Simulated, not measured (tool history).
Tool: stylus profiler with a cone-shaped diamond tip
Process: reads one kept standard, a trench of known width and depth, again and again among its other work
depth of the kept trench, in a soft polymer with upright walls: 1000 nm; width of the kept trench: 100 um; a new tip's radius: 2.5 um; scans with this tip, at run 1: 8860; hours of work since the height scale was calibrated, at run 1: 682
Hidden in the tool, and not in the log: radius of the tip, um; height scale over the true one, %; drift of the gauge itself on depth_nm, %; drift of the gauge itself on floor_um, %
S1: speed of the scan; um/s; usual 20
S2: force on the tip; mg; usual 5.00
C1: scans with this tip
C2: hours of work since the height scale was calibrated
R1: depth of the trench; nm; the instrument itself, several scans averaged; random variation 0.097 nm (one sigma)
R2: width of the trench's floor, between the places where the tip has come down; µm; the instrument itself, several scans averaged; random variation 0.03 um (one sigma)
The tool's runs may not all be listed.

| run | hour | S1 | S2 | C1 | C2 | R1 | R2 |
|---|---|---|---|---|---|---|---|
| 1 | 0.0 | 20 | 5.00 | 8860 | 682 | 1018.31 | 93.41 |
| 2 | 61.0 | 20 | 5.00 | 9426 | 726 | 1018.34 | 93.31 |
| 3 | 142.6 | 11 | 5.00 | 10184 | 784 | 1018.44 | 93.18 |
|  | 205.0 | new tip fitted, height scale calibrated |
| 4 | 212.2 | 11 | 5.00 | 66 | 5 | 1018.06 | 95.87 |
|  | 217.2 | height scale calibrated on a step standard |
| 5 | 292.3 | 20 | 5.70 | 805 | 54 | 1019.82 | 95.69 |
| 6 | 354.5 | 20 | 5.70 | 1383 | 98 | 1019.78 | 95.48 |
| 7 | 430.9 | 20 | 5.70 | 2092 | 153 | 1020.11 | 95.28 |
| 8 | 472.4 | 35 | 2.99 | 2477 | 182 | 1013.36 | 95.03 |
|  | 485.8 | height scale calibrated on a step standard, once more |
| 9 | 536.6 | 76 | 10.96 | 3068 | 36 | 1030.23 | 94.89 |
| 10 | 621.2 | 7 | 3.13 | 3854 | 97 | 1013.34 | 94.85 |
| 11 | 657.0 | 19 | 9.04 | 4186 | 122 | 1026.82 | 94.74 |

The same runs without the tool's hidden state, with the same run-to-run variation:
| run | R1 | R2 |
|---|---|---|
| 1 | 1017.73 | 95.90 |
| 2 | 1017.70 | 95.92 |
| 3 | 1017.72 | 95.94 |
| 4 | 1017.71 | 95.92 |
| 5 | 1019.18 | 95.96 |
| 6 | 1019.08 | 95.94 |
| 7 | 1019.34 | 95.93 |
| 8 | 1012.56 | 95.80 |
| 9 | 1029.87 | 95.80 |
| 10 | 1012.90 | 95.97 |
| 11 | 1026.34 | 95.93 |
